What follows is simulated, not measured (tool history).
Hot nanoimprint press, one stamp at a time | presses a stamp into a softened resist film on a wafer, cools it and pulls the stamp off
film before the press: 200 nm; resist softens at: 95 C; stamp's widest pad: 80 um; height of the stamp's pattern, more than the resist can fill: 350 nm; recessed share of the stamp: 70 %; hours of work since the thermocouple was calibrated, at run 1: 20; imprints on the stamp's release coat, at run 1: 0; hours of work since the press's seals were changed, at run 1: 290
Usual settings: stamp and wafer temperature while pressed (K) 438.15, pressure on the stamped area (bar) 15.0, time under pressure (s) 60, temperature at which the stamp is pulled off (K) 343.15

run    hour  stamp and wafer temperature while pressed (K)  pressure on the stamped area (bar)  time under pressure (s)  temperature at which the stamp is pulled off (K)  hours of work since the thermocouple was calibrated  imprints on the stamp's release coat  hours of work since the press's seals were changed  resist left under the stamp's widest pad (angstrom)  greatest force while the stamp is pulled off (N)
  1     0.0                                         438.15                                15.0                       60                                            343.15                                                   20                                     0                                                 290                                                 1188                                               228
  2    57.4                                         438.15                                15.0                       60                                            343.15                                                   62                                   226                                                 332                                                 1198                                               229
  3    91.7                                         438.15                                15.0                       60                                            343.15                                                   87                                   362                                                 357                                                 1192                                               230
  4   122.7                                         438.15                                15.0                       60                                            343.15                                                  110                                   484                                                 379                                                 1195                                               233
  5   187.3                                         438.15                                15.0                       60                                            343.15                                                  157                                   740                                                 426                                                 1203                                               237
  6   233.5                                         438.15                                15.0                       60                                            329.15                                                  190                                   922                                                 460                                                 1210                                               312
  7   286.2                                         438.15                                15.0                       60                                            329.15                                                  229                                  1130                                                 498                                                 1204                                               318
      311.1  -- stamp cleaned and given a new release coat
  8   328.4                                         438.15                                15.0                       60                                            329.15                                                  255                                    69                                                 524                                                 1219                                               282
      393.4  -- press's hydraulic seals changed and the load cell set to zero
  9   410.9                                         438.15                                15.0                       60                                            329.15                                                  309                                   363                                                  13                                                 1214                                               295
      457.3  -- plate thermocouple calibrated
 10   459.7                                         438.15                                15.0                       60                                            329.15                                                    2                                   544                                                  46                                                 1188                                               295
 11   515.6                                         438.15                                15.0                       60                                            343.15                                                   42                                   765                                                  87                                                 1181                                               240
 12   557.3                                         438.15                                15.0                       60                                            349.15                                                   73                                   929                                                 117                                                 1188                                               217
 13   612.4                                         438.15                                15.0                       60                                            343.15                                                  113                                  1147                                                 157                                                 1197                                               252
      629.2  -- stamp cleaned and given a new release coat
 14   663.5                                         438.15                                15.0                       60                                            343.15                                                  146                                   135                                                 190                                                 1197                                               236
 15   705.8                                         438.15                                15.0                       60                                            343.15                                                  176                                   302                                                 221                                                 1217                                               236
 16   781.9                                         438.15                                15.0                       60                                            343.15                                                  232                                   603                                                 276                                                 1211                                               243
 17   825.2                                         438.15                                12.2                       60                                            343.15                                                  263                                   774                                                 307                                                 1321                                               247
 18   874.2                                         443.15                                19.8                       54                                            334.15                                                  299                                   968                                                 343                                                  976                                               289
 19   928.6                                         443.15                                19.8                       54                                            334.15                                                  338                                  1183                                                 383                                                  986                                               292
      936.3  -- plate thermocouple calibrated
      942.3  -- stamp cleaned and given a new release coat
 20   978.9                                         433.15                                12.7                       60                                            343.15                                                   27                                   145                                                 413                                                 1394                                               225
 21  1048.4                                         433.15                                12.7                       60                                            343.15                                                   77                                   420                                                 463                                                 1397                                               229
 22  1086.7                                         431.15                                12.7                       60                                            343.15                                                  105                                   571                                                 491                                                 1465                                               238
 23  1144.2                                         435.15                                11.1                       60                                            343.15                                                  147                                   798                                                 533                                                 1442                                               238
     1196.2  -- press's hydraulic seals changed and the load cell set to zero
 24  1221.1                                         430.15                                12.4                       60                                            336.15                                                  197                                  1071                                                  18                                                 1500                                               278
     1260.4  -- stamp cleaned and given a new release coat
 25  1260.4                                         437.15                                12.4                       60                                            336.15                                                  221                                     0                                                  42                                                 1332                                               256
 26  1318.9                                         438.15                                15.0                       60                                            341.15                                                  264                                   231                                                  85                                                 1205                                               244
 27  1393.4                                         450.15                                17.1                       60                                            332.15                                                  318                                   525                                                 139                                                  872                                               284
     1433.7  -- plate thermocouple calibrated
 28  1460.4                                         450.15                                17.1                       60                                            332.15                                                   19                                   778                                                 186                                                  852                                               288
 29  1501.5                                         436.15                                15.0                       60                                            343.15                                                   49                                   941                                                 216                                                 1249                                               240

How the hidden state differs across the entries between the runs, from the last listed run before each to the first after it:
Between runs 7 and 8: stamp cleaned and given a new release coat (hour 311.1)
  true temperature over the reading, C: -0.86 -> -0.98; pressure that arrives at the usual setting, %: 97.45 -> 97.34; grip of the stamp's worn release coat, % over a new coat's: 8.7 -> 0.5
  measured less the result without the state, resist left under the stamp's widest pad (angstrom): +35 -> +40; greatest force while the stamp is pulled off (N): +29 -> +6
Between runs 8 and 9: press's hydraulic seals changed and the load cell set to zero (hour 393.4)
  true temperature over the reading, C: -0.98 -> -1.22; pressure that arrives at the usual setting, %: 97.34 -> 100.78; grip of the stamp's worn release coat, % over a new coat's: 0.5 -> 2.8
  measured less the result without the state, resist left under the stamp's widest pad (angstrom): +40 -> +27; greatest force while the stamp is pulled off (N): +6 -> +13
Between runs 9 and 10: plate thermocouple calibrated (hour 457.3)
  true temperature over the reading, C: -1.22 -> -0.08; pressure that arrives at the usual setting, %: 100.78 -> 100.65; grip of the stamp's worn release coat, % over a new coat's: 2.8 -> 4.2
  measured less the result without the state, resist left under the stamp's widest pad (angstrom): +27 -> -2; greatest force while the stamp is pulled off (N): +13 -> +12
Between runs 13 and 14: stamp cleaned and given a new release coat (hour 629.2)
  true temperature over the reading, C: -0.59 -> -0.72; pressure that arrives at the usual setting, %: 100.2 -> 100.07; grip of the stamp's worn release coat, % over a new coat's: 8.8 -> 1
  measured less the result without the state, resist left under the stamp's widest pad (angstrom): +14 -> +18; greatest force while the stamp is pulled off (N): +23 -> +5
Between runs 19 and 20: plate thermocouple calibrated (hour 936.3); stamp cleaned and given a new release coat (hour 942.3)
  true temperature over the reading, C: -1.6 -> 0.15; pressure that arrives at the usual setting, %: 99.33 -> 99.21; grip of the stamp's worn release coat, % over a new coat's: 9.1 -> 1.1
  measured less the result without the state, resist left under the stamp's widest pad (angstrom): +40 -> +0; greatest force while the stamp is pulled off (N): +31 -> +2
Between runs 23 and 24: press's hydraulic seals changed and the load cell set to zero (hour 1196.2)
  true temperature over the reading, C: -0.4 -> -0.63; pressure that arrives at the usual setting, %: 98.74 -> 99.7; grip of the stamp's worn release coat, % over a new coat's: 6.1 -> 8.2
  measured less the result without the state, resist left under the stamp's widest pad (angstrom): +15 -> +17; greatest force while the stamp is pulled off (N): +16 -> +24
Between runs 24 and 25: stamp cleaned and given a new release coat (hour 1260.4)
  true temperature over the reading, C: -0.63 -> -0.74; pressure that arrives at the usual setting, %: 99.7 -> 99.62; grip of the stamp's worn release coat, % over a new coat's: 8.2 -> 0
  measured less the result without the state, resist left under the stamp's widest pad (angstrom): +17 -> +21; greatest force while the stamp is pulled off (N): +24 -> +3
Between runs 27 and 28: plate thermocouple calibrated (hour 1433.7)
  true temperature over the reading, C: -1.17 -> -0.33; pressure that arrives at the usual setting, %: 99.25 -> 99.07; grip of the stamp's worn release coat, % over a new coat's: 4 -> 6
  measured less the result without the state, resist left under the stamp's widest pad (angstrom): +26 -> +11; greatest force while the stamp is pulled off (N): +16 -> +18

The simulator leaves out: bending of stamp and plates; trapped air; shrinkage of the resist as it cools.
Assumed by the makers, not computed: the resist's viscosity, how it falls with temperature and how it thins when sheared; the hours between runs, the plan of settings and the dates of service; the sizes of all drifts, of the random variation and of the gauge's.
